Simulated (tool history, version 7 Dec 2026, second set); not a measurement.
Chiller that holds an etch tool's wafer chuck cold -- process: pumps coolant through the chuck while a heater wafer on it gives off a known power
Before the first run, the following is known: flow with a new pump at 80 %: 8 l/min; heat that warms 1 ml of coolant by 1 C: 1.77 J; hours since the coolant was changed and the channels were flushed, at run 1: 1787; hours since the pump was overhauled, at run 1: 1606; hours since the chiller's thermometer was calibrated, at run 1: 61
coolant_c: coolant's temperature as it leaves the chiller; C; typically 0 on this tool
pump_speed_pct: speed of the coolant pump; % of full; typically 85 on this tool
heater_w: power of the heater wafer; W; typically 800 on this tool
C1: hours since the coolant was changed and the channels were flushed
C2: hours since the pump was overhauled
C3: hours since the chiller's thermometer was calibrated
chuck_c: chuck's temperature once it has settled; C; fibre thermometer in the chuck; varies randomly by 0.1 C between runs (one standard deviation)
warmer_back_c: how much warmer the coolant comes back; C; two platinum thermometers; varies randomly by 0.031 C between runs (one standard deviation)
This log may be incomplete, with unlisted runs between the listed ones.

{"run": 1, "hour": 0.0, "coolant_c": 0, "pump_speed_pct": 85, "heater_w": 800, "C1": 1787, "C2": 1606, "C3": 61, "chuck_c": 7.8, "warmer_back_c": 3.21}
{"run": 2, "hour": 40.4, "coolant_c": 0, "pump_speed_pct": 85, "heater_w": 800, "C1": 1827, "C2": 1646, "C3": 102, "chuck_c": 8, "warmer_back_c": 3.23}
{"run": 3, "hour": 70.6, "coolant_c": -10, "pump_speed_pct": 85, "heater_w": 800, "C1": 1857, "C2": 1676, "C3": 132, "chuck_c": -2, "warmer_back_c": 3.2}
{"run": 4, "hour": 105.5, "coolant_c": 0, "pump_speed_pct": 71, "heater_w": 800, "C1": 1892, "C2": 1711, "C3": 167, "chuck_c": 9, "warmer_back_c": 3.87}
{"run": 5, "hour": 167.2, "coolant_c": 0, "pump_speed_pct": 71, "heater_w": 800, "C1": 1954, "C2": 1773, "C3": 228, "chuck_c": 9.1, "warmer_back_c": 3.88}
{"run": 6, "hour": 210.0, "coolant_c": 3, "pump_speed_pct": 85, "heater_w": 800, "C1": 1997, "C2": 1816, "C3": 271, "chuck_c": 10.9, "warmer_back_c": 3.22}
{"run": 7, "hour": 254.3, "coolant_c": -8, "pump_speed_pct": 85, "heater_w": 800, "C1": 2041, "C2": 1860, "C3": 316, "chuck_c": -0.1, "warmer_back_c": 3.25}
{"run": 8, "hour": 318.4, "coolant_c": -8, "pump_speed_pct": 85, "heater_w": 800, "C1": 2105, "C2": 1924, "C3": 380, "chuck_c": -0.1, "warmer_back_c": 3.23}
{"run": 9, "hour": 366.7, "coolant_c": -8, "pump_speed_pct": 71, "heater_w": 708, "C1": 2154, "C2": 1973, "C3": 428, "chuck_c": -0.1, "warmer_back_c": 3.52}
{"run": 10, "hour": 397.0, "coolant_c": -8, "pump_speed_pct": 71, "heater_w": 708, "C1": 2184, "C2": 2003, "C3": 458, "chuck_c": 0, "warmer_back_c": 3.52}
{"run": 11, "hour": 458.6, "coolant_c": 3, "pump_speed_pct": 71, "heater_w": 708, "C1": 2245, "C2": 2064, "C3": 520, "chuck_c": 11, "warmer_back_c": 3.47}
{"run": 12, "hour": 524.3, "coolant_c": 3, "pump_speed_pct": 71, "heater_w": 708, "C1": 2311, "C2": 2130, "C3": 586, "chuck_c": 11.1, "warmer_back_c": 3.54}
{"run": 13, "hour": 584.6, "coolant_c": 5, "pump_speed_pct": 84, "heater_w": 656, "C1": 2371, "C2": 2190, "C3": 646, "chuck_c": 11.6, "warmer_back_c": 2.8}
{"run": 14, "hour": 630.8, "coolant_c": 5, "pump_speed_pct": 84, "heater_w": 656, "C1": 2418, "C2": 2237, "C3": 692, "chuck_c": 11.4, "warmer_back_c": 2.79}
{"run": 15, "hour": 677.7, "coolant_c": 8, "pump_speed_pct": 99, "heater_w": 474, "C1": 2465, "C2": 2283, "C3": 739, "chuck_c": 11.9, "warmer_back_c": 1.82}

Below are 5 alternative next runs, each starting from the tool's condition after run 15. Predict each:
{"run": "A", "hour": 724.9, "coolant_c": 1, "pump_speed_pct": 74, "heater_w": 785, "C1": 2512, "C2": 2331, "C3": 786, "chuck_c": "?", "warmer_back_c": "?"}
{"run": "B", "hour": 724.9, "coolant_c": 10, "pump_speed_pct": 81, "heater_w": 1099, "C1": 2512, "C2": 2331, "C3": 786, "chuck_c": "?", "warmer_back_c": "?"}
{"run": "C", "hour": 724.9, "coolant_c": 0, "pump_speed_pct": 61, "heater_w": 800, "C1": 2512, "C2": 2331, "C3": 786, "chuck_c": "?", "warmer_back_c": "?"}
{"run": "D", "hour": 724.9, "coolant_c": 1, "pump_speed_pct": 79, "heater_w": 608, "C1": 2512, "C2": 2331, "C3": 786, "chuck_c": "?", "warmer_back_c": "?"}
{"run": "E", "hour": 724.9, "coolant_c": 4, "pump_speed_pct": 99, "heater_w": 474, "C1": 2512, "C2": 2331, "C3": 786, "chuck_c": "?", "warmer_back_c": "?"}

run=A chuck_c=9.5 warmer_back_c=3.79
run=B chuck_c=21.2 warmer_back_c=4.76
run=C chuck_c=10.2 warmer_back_c=4.58
run=D chuck_c=7.2 warmer_back_c=2.85
run=E chuck_c=8.1 warmer_back_c=1.79
Had the tool no hidden state, the same runs would have come out as:
run=A chuck_c=9.4 warmer_back_c=3.63
run=B chuck_c=21.2 warmer_back_c=4.61
run=C chuck_c=10.2 warmer_back_c=4.42
run=D chuck_c=7.1 warmer_back_c=2.69
run=E chuck_c=8.1 warmer_back_c=1.63
